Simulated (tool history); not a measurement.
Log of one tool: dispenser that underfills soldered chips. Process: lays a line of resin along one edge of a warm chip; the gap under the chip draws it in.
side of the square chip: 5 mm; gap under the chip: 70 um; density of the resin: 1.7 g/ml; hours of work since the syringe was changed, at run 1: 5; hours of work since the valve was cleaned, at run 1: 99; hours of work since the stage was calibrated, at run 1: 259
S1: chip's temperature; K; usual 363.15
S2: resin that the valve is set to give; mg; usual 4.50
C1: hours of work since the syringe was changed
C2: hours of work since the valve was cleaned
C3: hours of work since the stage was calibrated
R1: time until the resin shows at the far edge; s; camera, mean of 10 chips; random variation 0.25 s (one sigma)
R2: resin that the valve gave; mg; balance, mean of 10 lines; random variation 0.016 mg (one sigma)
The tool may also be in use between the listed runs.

run	hour	S1	S2	C1	C2	C3	R1	R2
1	0.0	363.15	4.50	5	99	259	8.1	4.22
# hour 6.8: new syringe of resin
2	12.1	363.15	4.50	3	106	266	7.4	4.17
# hour 20.5: new syringe of resin
3	20.5	363.15	5.22	0	111	271	6.2	4.85
4	32.9	363.15	5.22	8	119	279	10.1	4.83
# hour 34.3: new syringe of resin
# hour 44.4: dispensing valve cleaned and set on the balance
5	44.6	363.15	5.37	6	0	285	8.5	5.36
# hour 48.7: new syringe of resin
6	57.1	363.15	5.37	5	8	293	8.5	5.35
# hour 62.3: new syringe of resin
7	67.4	363.15	5.37	3	14	299	7.2	5.32
8	73.4	363.15	5.63	7	18	303	9.5	5.58
# hour 76.5: new syringe of resin
9	80.0	363.15	5.63	2	22	307	6.5	5.59
# hour 90.6: new syringe of resin
10	91.3	363.15	5.63	0	29	314	6.1	5.48
11	98.3	367.15	5.63	5	33	318	6.2	5.51
# hour 104.6: new syringe of resin
12	109.9	370.15	4.64	3	40	325	5.7	4.51
13	115.4	378.15	4.87	7	43	329	5.2	4.71
# hour 118.4: new syringe of resin
14	121.5	378.15	4.87	2	47	332	3.3	4.71
15	126.6	370.15	4.50	5	50	336	6.6	4.34
# hour 132.1: new syringe of resin
16	134.4	365.15	3.89	1	55	340	6.5	3.72

The same runs without the tool's hidden state, with the same run-to-run variation:
The hidden state here: resin's viscosity, % of fresh resin's; dose that the valve gives, % of what is set; true chip temperature over the reading, C; drift of the gauge itself on fill_s, %; drift of the gauge itself on given_mg, %.
run	R1	R2
1	5.4	4.50
2	5.7	4.48
3	6.0	5.22
4	5.5	5.23
5	5.4	5.36
6	5.6	5.37
7	5.5	5.36
8	5.6	5.64
9	5.3	5.66
10	5.7	5.58
11	4.0	5.63
12	4.4	4.63
13	3.2	4.84
14	2.7	4.86
15	4.5	4.48
16	5.6	3.85
